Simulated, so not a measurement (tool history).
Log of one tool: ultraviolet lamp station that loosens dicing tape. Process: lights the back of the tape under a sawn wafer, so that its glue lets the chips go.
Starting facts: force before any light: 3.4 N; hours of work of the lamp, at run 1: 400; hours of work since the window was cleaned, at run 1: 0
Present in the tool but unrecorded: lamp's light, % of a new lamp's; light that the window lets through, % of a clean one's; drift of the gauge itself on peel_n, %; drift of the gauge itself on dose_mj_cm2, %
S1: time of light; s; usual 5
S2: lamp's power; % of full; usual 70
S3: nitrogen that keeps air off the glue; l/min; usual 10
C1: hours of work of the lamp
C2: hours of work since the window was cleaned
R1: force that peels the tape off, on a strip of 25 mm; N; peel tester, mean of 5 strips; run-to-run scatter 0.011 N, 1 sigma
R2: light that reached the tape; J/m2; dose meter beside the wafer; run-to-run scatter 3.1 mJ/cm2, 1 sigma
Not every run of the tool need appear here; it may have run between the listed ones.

run	hour	S1	S2	S3	C1	C2	R1	R2
1	0.0	5	70	10	400	0	0.753	3340
2	16.6	5	70	10	407	7	0.759	3320
3	47.4	5	70	10	420	20	0.798	3230
4	73.5	5	70	10	430	30	0.798	3230
5	90.5	5	70	10	437	37	0.821	3160
6	120.1	5	70	6	450	49	1.026	3080
7	159.4	9	70	6	466	66	0.503	5460
8	197.0	9	70	6	481	81	0.502	5320
9	223.0	9	70	6	492	92	0.522	5270
10	248.2	9	70	6	502	102	0.562	5140
11	271.4	3	70	6	512	112	1.778	1710
12	308.9	3	70	6	527	127	1.885	1630
13	341.2	2	60	10	541	141	2.202	930
# hour 343.7: window cleaned of glue's vapour
14	360.5	7	60	19	548	7	0.654	3030
15	398.1	6	60	13	564	22	0.925	2520
16	430.7	6	60	12	577	36	1.030	2490
17	455.4	6	60	12	588	46	1.046	2440
18	490.8	6	78	12	602	61	0.768	3080
# hour 514.0: lamp changed
19	514.5	3	88	5	0	70	1.161	2930

Branching from run 19: 5 alternative next runs. What would each branch give?
# hour 522.6: window cleaned of glue's vapour, once more
A	539.1	3	77	13	10	7	?	?
# hour 522.6: window cleaned of glue's vapour, once more
B	539.1	3	88	19	10	7	?	?
# hour 522.6: window cleaned of glue's vapour, once more
C	539.1	9	73	3	10	7	?	?
# hour 522.6: window cleaned of glue's vapour, once more
D	539.1	2	88	5	10	7	?	?
# hour 522.6: window cleaned of glue's vapour, once more
E	539.1	6	68	13	10	7	?	?

run	R1	R2
A	0.807	2950
B	0.559	3370
C	0.379	8330
D	1.501	2230
E	0.347	5230
The same runs, with their run-to-run variation unchanged, on a tool lacking any hidden condition would have given:
run	R1	R2
A	0.769	3060
B	0.529	3490
C	0.357	8640
D	1.458	2310
E	0.328	5420
